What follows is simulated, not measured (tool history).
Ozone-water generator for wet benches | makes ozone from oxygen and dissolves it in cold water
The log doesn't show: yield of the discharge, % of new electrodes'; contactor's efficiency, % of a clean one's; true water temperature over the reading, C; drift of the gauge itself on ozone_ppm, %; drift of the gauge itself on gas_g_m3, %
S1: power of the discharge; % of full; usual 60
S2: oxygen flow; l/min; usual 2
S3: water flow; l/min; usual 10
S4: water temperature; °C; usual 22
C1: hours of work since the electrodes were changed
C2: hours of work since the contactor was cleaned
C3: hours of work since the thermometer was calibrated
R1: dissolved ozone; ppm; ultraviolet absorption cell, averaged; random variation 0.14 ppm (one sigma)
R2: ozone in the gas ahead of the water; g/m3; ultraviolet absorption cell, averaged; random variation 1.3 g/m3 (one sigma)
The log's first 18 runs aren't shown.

Run 19, hour 1332.8: usual settings but S1 66 % of full; C1 3526; C2 3389; C3 161. Result: R1 17.9 ppm, R2 259.5 g/m3.
Run 20, hour 1417.6: usual settings but S1 51 % of full, S4 29 °C; C1 3596; C2 3458; C3 230. Result: R1 12.6 ppm, R2 208.9 g/m3.
Run 21, hour 1483.1: usual settings but S1 51 % of full, S2 2.29 l/min, S3 12 l/min, S4 29 °C; C1 3649; C2 3512; C3 283. Result: R1 10.5 ppm, R2 193 g/m3.
Run 22, hour 1533.9: usual settings but S1 51 % of full, S2 2.29 l/min, S3 12 l/min, S4 29 °C; C1 3690; C2 3553; C3 325. Result: R1 10.4 ppm, R2 193.4 g/m3.
Run 23, hour 1579.1: usual settings but S1 51 % of full, S2 2.29 l/min, S3 12 l/min, S4 16 °C; C1 3727; C2 3590; C3 362. Result: R1 12.6 ppm, R2 192 g/m3.
Run 24, hour 1680.5: usual settings but S1 51 % of full, S2 2.29 l/min, S3 12 l/min, S4 16 °C; C1 3810; C2 3673; C3 444. Result: R1 12.5 ppm, R2 194.9 g/m3.
Run 25, hour 1744.4: usual settings but S1 83 % of full, S2 1.09 l/min, S3 12 l/min, S4 16 °C; C1 3862; C2 3725; C3 497. Result: R1 17.2 ppm, R2 453.8 g/m3.
Run 26, hour 1786.3: usual settings but S2 1.74 l/min; C1 3896; C2 3759; C3 531. Result: R1 16.2 ppm, R2 259.1 g/m3.
Run 27, hour 1842.6: usual settings but S1 51 % of full, S2 1.25 l/min, S3 16 l/min, S4 26 °C; C1 3942; C2 3805; C3 577. Result: R1 7.4 ppm, R2 272.5 g/m3.
Run 28, hour 1885.6: usual settings but S1 51 % of full, S2 1.25 l/min, S3 16 l/min, S4 26 °C; C1 3977; C2 3840; C3 612. Result: R1 7.3 ppm, R2 271.8 g/m3.
Run 29, hour 1942.2: usual settings but S3 15 l/min; C1 4023; C2 3886; C3 658. Result: R1 10.4 ppm, R2 240.3 g/m3.
Run 30, hour 2013.3: usual settings but S1 59 % of full, S2 2.93 l/min, S3 14 l/min, S4 28 °C; C1 4081; C2 3944; C3 716. Result: R1 10.1 ppm, R2 189.7 g/m3.
Run 31, hour 2106.2: usual settings but S1 59 % of full, S2 2.93 l/min, S3 14 l/min, S4 28 °C; C1 4157; C2 4020; C3 792. Result: R1 10.2 ppm, R2 188.2 g/m3.
At hour 2186.9: contactor cleaned.
Run 32, hour 2210.9: usual settings but S1 59 % of full, S2 2.93 l/min, S3 14 l/min, S4 28 °C; C1 4239; C2 20; C3 874. Result: R1 10.1 ppm, R2 188.5 g/m3.
Run 33, hour 2279.2: usual settings but S1 59 % of full, S2 2.93 l/min, S3 14 l/min, S4 28 °C; C1 4295; C2 75; C3 930. Result: R1 10.3 ppm, R2 189.1 g/m3.

4 ways to go on from here, each from the tool as it stands after run 33. What would each give?
Run A, hour 2348.4: usual settings but S3 13 l/min, S4 18 °C; C1 4352; C2 132; C3 986. Result: R1 ?, R2 ?.
Run B, hour 2348.4: usual settings but S1 52 % of full; C1 4352; C2 132; C3 986. Result: R1 ?, R2 ?.
Run C, hour 2348.4: usual settings but S1 59 % of full, S2 2.93 l/min, S3 15 l/min, S4 15 °C; C1 4352; C2 132; C3 986. Result: R1 ?, R2 ?.
Run D, hour 2348.4: usual settings but S1 83 % of full, S2 2.93 l/min, S3 14 l/min, S4 25 °C; C1 4352; C2 132; C3 986. Result: R1 ?, R2 ?.

run    R1     R2
  A  12.9  240.4
  B  14.4  211.9
  C  10.9  189.4
  D  14.6  256.5
Without the tool's hidden state the same runs would have given:
run    R1     R2
  A  12.9  240.7
  B  14.4  212.2
  C    11  189.6
  D  14.6  256.9
